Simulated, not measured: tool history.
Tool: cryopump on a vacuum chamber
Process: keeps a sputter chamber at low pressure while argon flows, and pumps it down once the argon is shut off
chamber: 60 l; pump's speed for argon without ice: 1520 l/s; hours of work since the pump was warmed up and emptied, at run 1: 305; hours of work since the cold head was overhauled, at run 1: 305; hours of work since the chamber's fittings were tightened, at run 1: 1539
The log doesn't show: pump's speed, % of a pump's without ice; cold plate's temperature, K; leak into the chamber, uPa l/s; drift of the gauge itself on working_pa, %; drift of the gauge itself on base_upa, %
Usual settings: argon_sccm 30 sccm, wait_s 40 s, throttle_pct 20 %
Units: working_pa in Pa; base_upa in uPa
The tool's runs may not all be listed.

| run | hour | argon_sccm | wait_s | throttle_pct | hours of work since the pump was warmed up and emptied | hours of work since the cold head was overhauled | hours of work since the chamber's fittings were tightened | working_pa | base_upa |
|---|---|---|---|---|---|---|---|---|---|
| 1 | 0 | 30 | 40 | 20 | 305 | 305 | 1539 | 0.1731 | 3.55 |
| 2 | 12 | 30 | 28 | 20 | 311 | 311 | 1546 | 0.174 | 4.35 |
| 3 | 20.5 | 30 | 28 | 20 | 316 | 316 | 1551 | 0.173 | 4.4 |
| 4 | 33.1 | 44 | 40 | 20 | 323 | 323 | 1558 | 0.2544 | 3.55 |
| 5 | 46.6 | 56 | 40 | 20 | 331 | 331 | 1566 | 0.3233 | 3.63 |
| 6 | 58.4 | 56 | 40 | 20 | 338 | 338 | 1572 | 0.3241 | 3.6 |
| 7 | 66.9 | 56 | 40 | 20 | 343 | 343 | 1577 | 0.3244 | 3.6 |
| 8 | 82.5 | 56 | 40 | 20 | 351 | 351 | 1586 | 0.3223 | 3.77 |
| 9 | 96.8 | 30 | 40 | 41 | 360 | 360 | 1594 | 0.0885 | 3.72 |
| 10 | 111.8 | 30 | 40 | 41 | 368 | 368 | 1603 | 0.0885 | 3.64 |
| 11 | 121.1 | 44 | 40 | 20 | 373 | 373 | 1608 | 0.2543 | 3.64 |
| 12 | 131.3 | 44 | 40 | 38 | 379 | 379 | 1614 | 0.141 | 3.73 |
| 13 | 143.4 | 44 | 238 | 38 | 386 | 386 | 1621 | 0.1414 | 2.14 |
| 14 | 153.2 | 44 | 238 | 38 | 392 | 392 | 1626 | 0.1408 | 2.1 |
| 15 | 161.8 | 44 | 27 | 38 | 396 | 396 | 1631 | 0.1401 | 4.61 |
| 16 | 172 | 32 | 40 | 20 | 402 | 402 | 1637 | 0.1861 | 3.8 |
| 17 | 187.2 | 30 | 40 | 20 | 411 | 411 | 1646 | 0.1756 | 3.66 |
| 18 | 195.8 | 16 | 40 | 19 | 416 | 416 | 1650 | 0.0992 | 3.7 |
| 19 | 210.3 | 16 | 52 | 20 | 424 | 424 | 1659 | 0.0937 | 3.33 |
| 20 | 224 | 16 | 52 | 20 | 432 | 432 | 1667 | 0.094 | 3.4 |
| 21 | 236.8 | 23 | 40 | 34 | 439 | 439 | 1674 | 0.0835 | 3.87 |
| 22 | 247.3 | 23 | 40 | 51 | 445 | 445 | 1680 | 0.0576 | 3.83 |
| 23 | 260.1 | 15 | 94 | 51 | 452 | 452 | 1687 | 0.0372 | 2.77 |
| 24 | 274 | 41 | 189 | 43 | 460 | 460 | 1695 | 0.1179 | 2.37 |
| 25 | 289.3 | 30 | 52 | 34 | 469 | 469 | 1704 | 0.1095 | 3.46 |
| 26 | 296.4 | 24 | 49 | 29 | 473 | 473 | 1708 | 0.0999 | 3.58 |
| 27 | 305.9 | 30 | 40 | 19 | 478 | 478 | 1713 | 0.1851 | 3.84 |
| 28 | 320.9 | 30 | 40 | 59 | 487 | 487 | 1722 | 0.0671 | 3.92 |
| 29 | 335.6 | 23 | 59 | 22 | 495 | 495 | 1730 | 0.1253 | 3.29 |
| 30 | 348.2 | 30 | 40 | 57 | 502 | 502 | 1737 | 0.07 | 3.91 |

Forecast run 31:
| 31 | 361 | 30 | 40 | 57 | 510 | 510 | 1744 | ? | ? |

Run 31 gave working_pa 0.0694 Pa, base_upa 4.09 uPa.
Without the tool's hidden state the same run would have given working_pa 0.058 Pa, base_upa 2.18 uPa.

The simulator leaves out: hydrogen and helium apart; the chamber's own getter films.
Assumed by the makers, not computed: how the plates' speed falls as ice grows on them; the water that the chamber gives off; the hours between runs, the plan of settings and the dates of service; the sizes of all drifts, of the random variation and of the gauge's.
